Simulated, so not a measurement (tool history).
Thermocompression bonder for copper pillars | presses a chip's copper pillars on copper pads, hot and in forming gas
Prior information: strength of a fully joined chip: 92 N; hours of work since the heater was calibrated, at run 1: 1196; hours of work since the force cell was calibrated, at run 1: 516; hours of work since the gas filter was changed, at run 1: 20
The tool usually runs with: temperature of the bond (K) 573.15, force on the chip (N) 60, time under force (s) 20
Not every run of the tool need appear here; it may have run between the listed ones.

run,hour,temperature of the bond (K),force on the chip (N),time under force (s),hours of work since the heater was calibrated,hours of work since the force cell was calibrated,hours of work since the gas filter was changed,force that shears a chip off (N)
1,0.0,573.15,60,20,1196,516,20,30.4
2,33.8,574.15,60,20,1221,541,45,29.8
3,57.1,573.15,60,20,1238,559,62,28.6
4,81.9,573.15,60,20,1257,577,81,28.5
5,112.8,573.15,60,20,1280,600,104,27.8
# hour 122.8: forming gas filter changed
6,137.2,573.15,60,21,1297,618,11,30.3
7,169.8,573.15,60,21,1322,642,35,30.4
8,207.9,573.15,60,21,1350,670,63,29.3
9,232.3,573.15,60,25,1368,689,82,30.9
10,256.1,573.15,60,25,1386,706,99,30.3
# hour 272.0: forming gas filter changed
11,275.5,573.15,60,13,1400,720,3,24.6
12,296.6,573.15,60,13,1415,736,18,24.6
# hour 301.6: heater calibrated with a thermocouple chip
13,315.9,573.15,60,13,11,749,31,27.8
14,338.3,573.15,41,20,27,766,48,21.3
15,357.5,573.15,41,20,42,780,62,21.4
16,388.3,573.15,41,20,65,803,85,21.2
17,409.6,573.15,69,20,80,819,101,35.6
# hour 423.9: forming gas filter changed
18,433.5,573.15,60,20,98,836,7,33.8
19,466.4,573.15,60,13,122,860,32,27.4
20,494.4,573.15,66,20,143,881,52,35.7
21,520.0,573.15,84,20,162,900,71,43.8
22,549.3,573.15,84,41,184,922,93,53.5
23,567.2,573.15,60,25,197,935,107,33.4
# hour 572.2: forming gas filter changed
24,587.5,573.15,60,25,212,950,11,36.0
25,607.2,573.15,60,32,227,965,26,39.5
26,631.0,573.15,83,24,244,982,44,47.0
27,648.9,564.15,42,18,258,996,57,18.0
28,667.6,573.15,54,20,272,1010,71,28.4
29,684.2,573.15,44,54,284,1022,83,33.5
30,703.3,601.15,60,20,298,1036,98,44.9
# hour 722.5: forming gas filter changed
31,734.3,549.15,60,23,321,1059,9,24.2
32,751.9,569.15,39,16,334,1072,22,17.4
33,787.7,600.15,37,16,361,1099,49,26.1
34,807.6,600.15,37,16,375,1113,63,25.3
35,825.0,600.15,37,16,388,1126,76,25.4
36,856.9,573.15,60,11,412,1150,100,24.0
# hour 871.1: forming gas filter changed
37,885.0,573.15,60,11,433,1171,10,25.6
38,920.9,573.15,60,11,459,1197,37,25.2

Each row is a separate what-if for the run after 38, all from the same tool condition, not one after another. Results?
A,955.6,575.15,60,24,485,1223,63,?
B,955.6,602.15,60,59,485,1223,63,?
C,955.6,558.15,60,11,485,1223,63,?

run,force that shears a chip off (N)
A,34.6
B,62.8
C,18.8
With the hidden condition removed and each run's random variation left untouched, the same runs would have given:
run,force that shears a chip off (N)
A,36.5
B,66.0
C,19.9
